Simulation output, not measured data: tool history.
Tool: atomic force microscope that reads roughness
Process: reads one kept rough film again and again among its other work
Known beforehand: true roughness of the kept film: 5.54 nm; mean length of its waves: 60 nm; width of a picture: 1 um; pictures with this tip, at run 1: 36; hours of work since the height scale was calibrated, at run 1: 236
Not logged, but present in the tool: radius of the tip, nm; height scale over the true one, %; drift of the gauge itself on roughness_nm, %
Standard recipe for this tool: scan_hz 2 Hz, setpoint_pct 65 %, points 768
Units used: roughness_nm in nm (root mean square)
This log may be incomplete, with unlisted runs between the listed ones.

run,hour,scan_hz,setpoint_pct,points,pictures with this tip,hours of work since the height scale was calibrated,roughness_nm
1,0,2,65,768,36,236,4.989
2,17.5,2,65,768,49,244,5.035
3,28.7,2,65,781,57,248,4.964
4,46.1,2,65,781,70,256,4.931
5,61.4,2,65,781,81,262,4.9
6,72.6,2,65,781,90,267,4.885
7,90.5,2,65,781,103,274,4.874
8,104.5,2,65,344,113,280,4.893
9,119.2,2,65,344,124,286,4.817
10,127.8,2,65,344,130,290,4.818

Predict each of these 3 candidate next runs independently; none follows another, all start after run 10:
A,136.1,1.32,63,316,137,293,?
B,136.1,1.47,71,548,137,293,?
C,136.1,0.71,58,869,137,293,?

run,roughness_nm
A,4.887
B,4.795
C,4.951
Without the tool's hidden state the same runs would have given:
run,roughness_nm
A,5.177
B,5.079
C,5.244

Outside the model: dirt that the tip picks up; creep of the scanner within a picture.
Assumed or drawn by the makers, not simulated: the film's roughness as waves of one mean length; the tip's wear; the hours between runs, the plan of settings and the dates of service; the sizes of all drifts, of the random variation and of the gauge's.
